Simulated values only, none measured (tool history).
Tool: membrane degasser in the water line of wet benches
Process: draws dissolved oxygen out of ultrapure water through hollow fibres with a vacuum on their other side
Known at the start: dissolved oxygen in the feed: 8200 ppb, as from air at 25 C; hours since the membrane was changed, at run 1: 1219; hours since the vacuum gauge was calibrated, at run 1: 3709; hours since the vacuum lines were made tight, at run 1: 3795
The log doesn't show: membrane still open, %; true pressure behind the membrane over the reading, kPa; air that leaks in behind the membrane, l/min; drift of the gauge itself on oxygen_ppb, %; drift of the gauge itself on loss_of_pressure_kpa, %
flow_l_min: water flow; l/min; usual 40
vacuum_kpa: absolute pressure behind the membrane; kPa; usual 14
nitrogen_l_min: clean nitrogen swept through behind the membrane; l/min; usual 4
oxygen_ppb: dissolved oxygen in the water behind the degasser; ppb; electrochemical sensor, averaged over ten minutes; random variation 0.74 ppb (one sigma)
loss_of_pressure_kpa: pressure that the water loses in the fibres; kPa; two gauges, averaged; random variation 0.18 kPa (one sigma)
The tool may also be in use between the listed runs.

| run | day | flow_l_min | vacuum_kpa | nitrogen_l_min | hours since the membrane was changed | hours since the vacuum gauge was calibrated | hours since the vacuum lines were made tight | oxygen_ppb | loss_of_pressure_kpa |
|---|---|---|---|---|---|---|---|---|---|
| 1 | 0 | 40 | 14 | 4 | 1219 | 3709 | 3795 | 252.3 | 34.61 |
| 2 | 2.033 | 40 | 14.4 | 4 | 1268 | 3757 | 3844 | 259.2 | 34.93 |
| 3 | 4.192 | 40 | 14.4 | 4 | 1320 | 3809 | 3896 | 259.5 | 34.88 |
| 4 | 6.471 | 40 | 14.4 | 4 | 1375 | 3864 | 3950 | 259.6 | 35.07 |
| 5 | 7.446 | 40 | 14.4 | 4 | 1398 | 3887 | 3974 | 258.4 | 34.89 |
| 6 | 9.508 | 40 | 21.1 | 4 | 1448 | 3937 | 4023 | 406.4 | 34.91 |
| 7 | 11.238 | 40 | 10.6 | 4 | 1489 | 3978 | 4065 | 175.2 | 35.11 |
| 8 | 12.679 | 40 | 10.6 | 4 | 1524 | 4013 | 4099 | 174.3 | 34.75 |
| 9 | 15.033 | 40 | 10.6 | 4 | 1580 | 4069 | 4156 | 174.2 | 35.31 |
| 10 | 16.312 | 40 | 14 | 2.67 | 1611 | 4100 | 4186 | 359.9 | 35.19 |
| 11 | 17.292 | 40 | 14 | 2.67 | 1634 | 4124 | 4210 | 357.8 | 34.79 |
| 12 | 18.904 | 40 | 14 | 2.67 | 1673 | 4162 | 4249 | 358.4 | 35.07 |
| 13 | 20.854 | 36 | 14 | 4 | 1720 | 4209 | 4296 | 227.1 | 31.34 |
| 14 | 22.017 | 40 | 14 | 10.6 | 1748 | 4237 | 4323 | 101.1 | 34.92 |
| 15 | 24.217 | 40 | 14 | 10.6 | 1801 | 4290 | 4376 | 101.5 | 35.2 |
| 16 | 26.108 | 40 | 14 | 10.6 | 1846 | 4335 | 4422 | 102.2 | 35.27 |
| 17 | 27.8 | 40 | 19.9 | 10.6 | 1886 | 4376 | 4462 | 153.5 | 35.16 |
| 18 | 30.121 | 40 | 19.9 | 10.6 | 1942 | 4431 | 4518 | 153.8 | 35.26 |
| 19 | 32.375 | 40 | 19.9 | 10.6 | 1996 | 4486 | 4572 | 154.9 | 35.16 |
| 20 | 34.792 | 40 | 19.9 | 2.44 | 2054 | 4544 | 4630 | 585.8 | 35.03 |
| 21 | 37.188 | 40 | 19.9 | 2.44 | 2112 | 4601 | 4687 | 587.1 | 35.38 |
| 22 | 39.304 | 40 | 18.9 | 2.44 | 2163 | 4652 | 4738 | 553.6 | 35.47 |
| 23 | 40.971 | 63 | 29.6 | 3.92 | 2203 | 4692 | 4778 | 888.1 | 55.96 |
|  | 41.658 | vacuum gauge calibrated |
| 24 | 42.779 | 28 | 9.8 | 8.35 | 2246 | 27 | 4821 | 55.2 | 24.95 |
| 25 | 44.596 | 28 | 9.8 | 8.35 | 2289 | 70 | 4865 | 54.9 | 24.94 |
| 26 | 46.221 | 28 | 28.4 | 8.35 | 2328 | 109 | 4904 | 204.2 | 24.89 |
| 27 | 47.846 | 28 | 28.4 | 8.35 | 2367 | 149 | 4943 | 203.7 | 24.75 |
| 28 | 49.492 | 28 | 28.4 | 8.35 | 2407 | 188 | 4982 | 203.5 | 24.73 |
| 29 | 50.975 | 28 | 14 | 10.89 | 2442 | 224 | 5018 | 68.6 | 24.8 |
| 30 | 53.017 | 47 | 30.2 | 5.08 | 2491 | 273 | 5067 | 558.8 | 42.03 |
| 31 | 55.033 | 47 | 30.2 | 5.08 | 2540 | 321 | 5115 | 558.3 | 42 |

5 ways to go on from here, each from the tool as it stands after run 31. What would each give?
|  | 56.296 | gauge calibrated |
| A | 56.512 | 26 | 19.4 | 5.08 | 2575 | 356 | 5151 | ? | ? |
|  | 56.296 | gauge calibrated |
| B | 56.512 | 44 | 19.8 | 4 | 2575 | 356 | 5151 | ? | ? |
|  | 56.296 | gauge calibrated |
| C | 56.512 | 56 | 14 | 4 | 2575 | 356 | 5151 | ? | ? |
|  | 56.296 | gauge calibrated |
| D | 56.512 | 57 | 9.8 | 5.08 | 2575 | 356 | 5151 | ? | ? |
|  | 56.296 | gauge calibrated |
| E | 56.512 | 47 | 29.1 | 5.08 | 2575 | 356 | 5151 | ? | ? |

| run | oxygen_ppb | loss_of_pressure_kpa |
|---|---|---|
| A | 198.7 | 22.44 |
| B | 412.9 | 38.22 |
| C | 342.5 | 48.54 |
| D | 177.6 | 49.93 |
| E | 539.1 | 40.66 |
Without the tool's hidden state the same runs would have given:
| run | oxygen_ppb | loss_of_pressure_kpa |
|---|---|---|
| A | 198.7 | 22.42 |
| B | 412.8 | 38.2 |
| C | 342.4 | 48.51 |
| D | 177.6 | 49.9 |
| E | 539 | 40.64 |

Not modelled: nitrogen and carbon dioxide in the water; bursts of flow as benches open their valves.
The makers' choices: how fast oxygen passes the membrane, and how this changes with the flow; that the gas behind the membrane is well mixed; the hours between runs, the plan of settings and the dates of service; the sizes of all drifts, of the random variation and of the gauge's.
